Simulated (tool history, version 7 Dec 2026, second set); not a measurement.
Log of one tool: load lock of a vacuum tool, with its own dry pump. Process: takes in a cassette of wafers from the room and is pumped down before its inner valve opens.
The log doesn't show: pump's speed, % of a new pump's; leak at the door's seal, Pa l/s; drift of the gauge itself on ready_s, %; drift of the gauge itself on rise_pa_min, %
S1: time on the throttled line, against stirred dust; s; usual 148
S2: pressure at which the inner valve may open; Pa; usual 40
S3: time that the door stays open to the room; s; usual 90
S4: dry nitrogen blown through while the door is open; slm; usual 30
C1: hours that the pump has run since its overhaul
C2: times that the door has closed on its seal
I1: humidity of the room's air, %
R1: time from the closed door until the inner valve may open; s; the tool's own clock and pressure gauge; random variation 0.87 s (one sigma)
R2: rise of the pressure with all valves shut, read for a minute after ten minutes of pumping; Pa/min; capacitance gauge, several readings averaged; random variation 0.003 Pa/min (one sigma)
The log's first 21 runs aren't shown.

Run 22, hour 5310.9: usual settings but S2 69 Pa; C1 9498; C2 7760; I1 43.8. Result: R1 223.7 s, R2 0.06 Pa/min.
Run 23, hour 5463.5: usual settings but S3 64 s, S4 40 slm; C1 9651; C2 8210; I1 44.2. Result: R1 231.1 s, R2 0.051 Pa/min.
Run 24, hour 5735.3: usual settings but S1 79 s, S2 48 Pa; C1 9922; C2 9012; I1 50. Result: R1 178.9 s, R2 0.07 Pa/min.
Run 25, hour 6060.4: usual settings but S2 51 Pa, S3 169 s, S4 5 slm; C1 10248; C2 9971; I1 46.1. Result: R1 226.8 s, R2 0.142 Pa/min.
Run 26, hour 6400.2: usual settings but S1 224 s, S2 32 Pa, S3 66 s, S4 10 slm; C1 10587; C2 10974; I1 43.4. Result: R1 292.1 s, R2 0.084 Pa/min.
Run 27, hour 6726.8: usual settings but S2 53 Pa, S3 77 s; C1 10914; C2 11937; I1 42.8. Result: R1 226.7 s, R2 0.08 Pa/min.
Run 28, hour 7019.6: usual settings but S2 53 Pa, S3 77 s; C1 11207; C2 12801; I1 46. Result: R1 227.9 s, R2 0.083 Pa/min.
Run 29, hour 7356.6: usual settings but S1 249 s, S2 53 Pa, S3 134 s; C1 11544; C2 13796; I1 45.2. Result: R1 301.4 s, R2 0.099 Pa/min.

Forecast run 30:
Run 30, hour 7582.5: usual settings but S1 249 s, S2 70 Pa, S3 46 s, S4 12 slm; C1 11770; C2 14462; I1 45.1. Result: R1 ?, R2 ?.

{"run 30": {"R1": 297.9, "R2": 0.096}}
Without the tool's hidden state the same run would have given R1 294.6 s, R2 0.036 Pa/min.

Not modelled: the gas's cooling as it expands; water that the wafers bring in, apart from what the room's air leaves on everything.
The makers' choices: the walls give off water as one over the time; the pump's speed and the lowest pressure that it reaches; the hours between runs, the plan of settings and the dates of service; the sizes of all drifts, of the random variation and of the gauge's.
